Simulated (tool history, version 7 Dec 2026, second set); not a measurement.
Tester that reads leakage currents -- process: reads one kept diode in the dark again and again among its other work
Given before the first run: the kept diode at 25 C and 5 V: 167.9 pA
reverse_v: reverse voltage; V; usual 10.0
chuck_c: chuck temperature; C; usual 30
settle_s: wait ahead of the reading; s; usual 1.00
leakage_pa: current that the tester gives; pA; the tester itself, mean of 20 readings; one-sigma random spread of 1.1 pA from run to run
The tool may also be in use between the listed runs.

{"run": 1, "hour": 0.0, "reverse_v": 10.0, "chuck_c": 30, "settle_s": 1.0, "leakage_pa": 394.85}
{"run": 2, "hour": 97.7, "reverse_v": 10.0, "chuck_c": 30, "settle_s": 1.0, "leakage_pa": 398.91}
{"hour": 174.9, "done": "probe card cleaned and baked"}
{"run": 3, "hour": 188.1, "reverse_v": 10.0, "chuck_c": 30, "settle_s": 0.37, "leakage_pa": 400.04}
{"run": 4, "hour": 298.0, "reverse_v": 10.0, "chuck_c": 30, "settle_s": 1.0, "leakage_pa": 400.16}
{"hour": 395.7, "done": "chuck's temperature calibrated"}
{"run": 5, "hour": 409.7, "reverse_v": 10.0, "chuck_c": 30, "settle_s": 1.0, "leakage_pa": 428.14}
{"run": 6, "hour": 477.4, "reverse_v": 10.0, "chuck_c": 30, "settle_s": 1.0, "leakage_pa": 431.59}
{"run": 7, "hour": 599.4, "reverse_v": 10.0, "chuck_c": 30, "settle_s": 1.0, "leakage_pa": 436.21}
{"run": 8, "hour": 656.8, "reverse_v": 10.0, "chuck_c": 30, "settle_s": 1.0, "leakage_pa": 439.19}
{"run": 9, "hour": 720.7, "reverse_v": 10.0, "chuck_c": 30, "settle_s": 1.0, "leakage_pa": 439.2}
{"run": 10, "hour": 801.5, "reverse_v": 10.0, "chuck_c": 30, "settle_s": 1.0, "leakage_pa": 445.08}
{"run": 11, "hour": 869.3, "reverse_v": 10.0, "chuck_c": 30, "settle_s": 1.0, "leakage_pa": 443.88}
{"hour": 972.0, "done": "chuck's temperature calibrated, once more"}
{"run": 12, "hour": 976.9, "reverse_v": 10.0, "chuck_c": 30, "settle_s": 1.0, "leakage_pa": 365.51}
{"run": 13, "hour": 1051.2, "reverse_v": 10.0, "chuck_c": 50, "settle_s": 1.0, "leakage_pa": 2053.37}
{"run": 14, "hour": 1100.6, "reverse_v": 10.0, "chuck_c": 50, "settle_s": 1.0, "leakage_pa": 2060.36}
{"run": 15, "hour": 1182.8, "reverse_v": 5.9, "chuck_c": 39, "settle_s": 1.0, "leakage_pa": 659.41}
{"run": 16, "hour": 1277.8, "reverse_v": 5.9, "chuck_c": 39, "settle_s": 1.0, "leakage_pa": 664.79}
{"run": 17, "hour": 1389.0, "reverse_v": 2.9, "chuck_c": 43, "settle_s": 0.33, "leakage_pa": 703.03}
{"run": 18, "hour": 1501.6, "reverse_v": 8.7, "chuck_c": 36, "settle_s": 2.18, "leakage_pa": 614.96}
{"run": 19, "hour": 1605.2, "reverse_v": 10.0, "chuck_c": 42, "settle_s": 1.0, "leakage_pa": 1101.8}
{"run": 20, "hour": 1699.4, "reverse_v": 1.0, "chuck_c": 28, "settle_s": 1.0, "leakage_pa": 122.14}
{"run": 21, "hour": 1763.3, "reverse_v": 1.0, "chuck_c": 28, "settle_s": 1.0, "leakage_pa": 121.81}
{"run": 22, "hour": 1859.9, "reverse_v": 10.0, "chuck_c": 33, "settle_s": 9.02, "leakage_pa": 513.37}
{"run": 23, "hour": 1933.4, "reverse_v": 10.0, "chuck_c": 33, "settle_s": 9.02, "leakage_pa": 517.61}
{"run": 24, "hour": 2005.5, "reverse_v": 2.0, "chuck_c": 20, "settle_s": 0.82, "leakage_pa": 78.79}
{"run": 25, "hour": 2119.9, "reverse_v": 10.0, "chuck_c": 28, "settle_s": 0.89, "leakage_pa": 336.62}
{"run": 26, "hour": 2212.7, "reverse_v": 19.9, "chuck_c": 30, "settle_s": 1.42, "leakage_pa": 544.08}
{"run": 27, "hour": 2296.7, "reverse_v": 6.1, "chuck_c": 25, "settle_s": 7.0, "leakage_pa": 208.81}
{"hour": 2386.8, "done": "chuck's temperature calibrated"}
{"run": 28, "hour": 2396.7, "reverse_v": 10.0, "chuck_c": 31, "settle_s": 0.65, "leakage_pa": 397.56}

3 options for the next run, each taken on its own from the tool as it stands now. Forecast them:
{"run": "A", "hour": 2447.9, "reverse_v": 10.0, "chuck_c": 35, "settle_s": 7.77, "leakage_pa": "?"}
{"run": "B", "hour": 2447.9, "reverse_v": 3.6, "chuck_c": 30, "settle_s": 1.0, "leakage_pa": "?"}
{"run": "C", "hour": 2447.9, "reverse_v": 10.0, "chuck_c": 31, "settle_s": 2.61, "leakage_pa": "?"}

run=A leakage_pa=566.45
run=B leakage_pa=236.07
run=C leakage_pa=397.85
Stripped of hidden state, with their random variation kept, the same runs would have yielded:
run=A leakage_pa=561.29
run=B leakage_pa=234.06
run=C leakage_pa=393.45

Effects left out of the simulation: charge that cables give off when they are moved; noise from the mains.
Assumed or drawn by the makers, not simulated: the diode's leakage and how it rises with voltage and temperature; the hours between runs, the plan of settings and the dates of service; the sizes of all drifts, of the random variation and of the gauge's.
